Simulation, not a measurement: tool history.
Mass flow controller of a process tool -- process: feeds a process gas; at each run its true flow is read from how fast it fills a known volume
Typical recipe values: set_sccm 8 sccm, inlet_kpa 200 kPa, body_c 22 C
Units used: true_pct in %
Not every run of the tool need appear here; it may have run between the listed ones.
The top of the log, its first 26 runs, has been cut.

| run | hour | set_sccm | inlet_kpa | body_c | hours of work since the controller was set to zero | hours of work since the controller was changed | true_pct |
|---|---|---|---|---|---|---|---|
| 27 | 2309.4 | 3 | 181 | 22 | 2838 | 2838 | 97.71 |
| 28 | 2390 | 3 | 277 | 32 | 2871 | 2871 | 97.64 |
| 29 | 2497.7 | 3 | 277 | 32 | 2916 | 2916 | 97.51 |
| 30 | 2551.9 | 7 | 277 | 32 | 2938 | 2938 | 98.28 |
| 31 | 2605.5 | 15 | 256 | 22 | 2960 | 2960 | 99.53 |
| 32 | 2653.6 | 15 | 256 | 22 | 2980 | 2980 | 99.55 |
| 33 | 2752.6 | 2 | 210 | 32 | 3021 | 3021 | 97.32 |
| 34 | 2848 | 13 | 210 | 25 | 3060 | 3060 | 99.19 |
| 35 | 2967.4 | 16 | 178 | 35 | 3109 | 3109 | 99.15 |
| 36 | 3067 | 7 | 256 | 26 | 3150 | 3150 | 98.3 |
| 37 | 3174.6 | 6 | 200 | 22 | 3195 | 3195 | 98.23 |
| 38 | 3222.6 | 6 | 200 | 22 | 3214 | 3214 | 98.09 |
| 39 | 3314.6 | 6 | 276 | 22 | 3252 | 3252 | 98.24 |
| 40 | 3379.8 | 6 | 276 | 22 | 3279 | 3279 | 98.31 |
| 41 | 3450.7 | 6 | 183 | 28 | 3308 | 3308 | 97.94 |
| 42 | 3542.3 | 11 | 146 | 22 | 3346 | 3346 | 98.74 |
| 43 | 3592.3 | 5 | 224 | 32 | 3367 | 3367 | 97.87 |
| 44 | 3704.8 | 5 | 224 | 32 | 3413 | 3413 | 97.91 |
| 45 | 3775.2 | 2 | 220 | 32 | 3442 | 3442 | 97.34 |
| 46 | 3829.1 | 18 | 211 | 38 | 3464 | 3464 | 99.56 |
| 47 | 3896.2 | 9 | 143 | 22 | 3492 | 3492 | 98.54 |
| 48 | 3995.7 | 2 | 152 | 22 | 3533 | 3533 | 97.44 |

What if the next run were any one of these 4? Each begins from the tool's condition after run 48:
| A | 4070 | 2 | 200 | 22 | 3563 | 3563 | ? |
| B | 4070 | 2 | 236 | 24 | 3563 | 3563 | ? |
| C | 4070 | 2 | 240 | 22 | 3563 | 3563 | ? |
| D | 4070 | 8 | 170 | 22 | 3563 | 3563 | ? |

| run | true_pct |
|---|---|
| A | 97.64 |
| B | 97.58 |
| C | 97.69 |
| D | 98.38 |
Without the tool's hidden state the same runs would have given:
| run | true_pct |
|---|---|
| A | 97.64 |
| B | 97.59 |
| C | 97.69 |
| D | 98.35 |
